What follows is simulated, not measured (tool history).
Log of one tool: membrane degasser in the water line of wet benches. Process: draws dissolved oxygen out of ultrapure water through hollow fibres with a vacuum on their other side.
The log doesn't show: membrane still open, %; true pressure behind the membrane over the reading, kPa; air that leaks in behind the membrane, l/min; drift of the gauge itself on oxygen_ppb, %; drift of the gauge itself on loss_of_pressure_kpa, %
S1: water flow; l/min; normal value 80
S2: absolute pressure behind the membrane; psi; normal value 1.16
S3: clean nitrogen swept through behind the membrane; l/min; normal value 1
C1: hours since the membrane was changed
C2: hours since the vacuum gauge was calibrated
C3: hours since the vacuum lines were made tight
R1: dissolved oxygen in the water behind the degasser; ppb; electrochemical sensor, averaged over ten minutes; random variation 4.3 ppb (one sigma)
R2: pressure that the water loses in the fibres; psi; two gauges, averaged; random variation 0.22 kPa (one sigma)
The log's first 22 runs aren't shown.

run 23 hour=2445 | S1=64 S2=1.16 S3=0.69 | C1=4293 C2=1916 C3=4732 | R1=735.2 R2=6.052
run 24 hour=2575 | S1=128 S2=1.16 S3=2.35 | C1=4423 C2=2046 C3=4862 | R1=994.4 R2=12.141
run 25 hour=2738.3 | S1=80 S2=1.16 S3=1 | C1=4587 C2=2210 C3=5025 | R1=753.1 R2=7.571
run 26 hour=2820.4 | S1=92 S2=2.859 S3=0.46 | C1=4669 C2=2292 C3=5107 | R1=3133.1 R2=8.683
run 27 hour=2950.6 | S1=92 S2=2.859 S3=0.46 | C1=4799 C2=2422 C3=5237 | R1=3113.7 R2=8.618
-- hour=2996.4 gauge calibrated
run 28 hour=3070 | S1=92 S2=2.859 S3=0.46 | C1=4918 C2=2541 C3=5357 | R1=3081.9 R2=8.696
run 29 hour=3185.5 | S1=92 S2=0.873 S3=1.98 | C1=5034 C2=2657 C3=5472 | R1=477.2 R2=8.67
-- hour=3196.7 seals of the vacuum lines changed
run 30 hour=3273.6 | S1=92 S2=0.873 S3=1.98 | C1=5120 C2=2743 C3=77 | R1=475.2 R2=8.711
run 31 hour=3340.7 | S1=66 S2=1.221 S3=0.5 | C1=5187 C2=2810 C3=144 | R1=946.1 R2=6.195

Consider 5 possible next runs. They are alternatives, not a sequence: every one starts from the tool as it was left by run 31. What does each give?
run A hour=3455.5 | S1=80 S2=1.16 S3=0.41 | C1=5302 C2=2925 C3=259 | R1=? R2=?
run B hour=3455.5 | S1=65 S2=2.403 S3=1.16 | C1=5302 C2=2925 C3=259 | R1=? R2=?
run C hour=3455.5 | S1=52 S2=1.133 S3=0.56 | C1=5302 C2=2925 C3=259 | R1=? R2=?
run D hour=3455.5 | S1=75 S2=1.381 S3=0.98 | C1=5302 C2=2925 C3=259 | R1=? R2=?
run E hour=3455.5 | S1=66 S2=0.983 S3=0.74 | C1=5302 C2=2925 C3=259 | R1=? R2=?

run=A R1=1120.9 R2=7.533
run=B R1=1293.6 R2=6.141
run=C R1=671.1 R2=4.901
run=D R1=874.3 R2=7.085
run=E R1=563.9 R2=6.152
With the hidden condition removed and each run's random variation left untouched, the same runs would have given:
run=A R1=1110.1 R2=7.53
run=B R1=1281.7 R2=6.138
run=C R1=664.6 R2=4.899
run=D R1=865.9 R2=7.081
run=E R1=558.3 R2=6.15
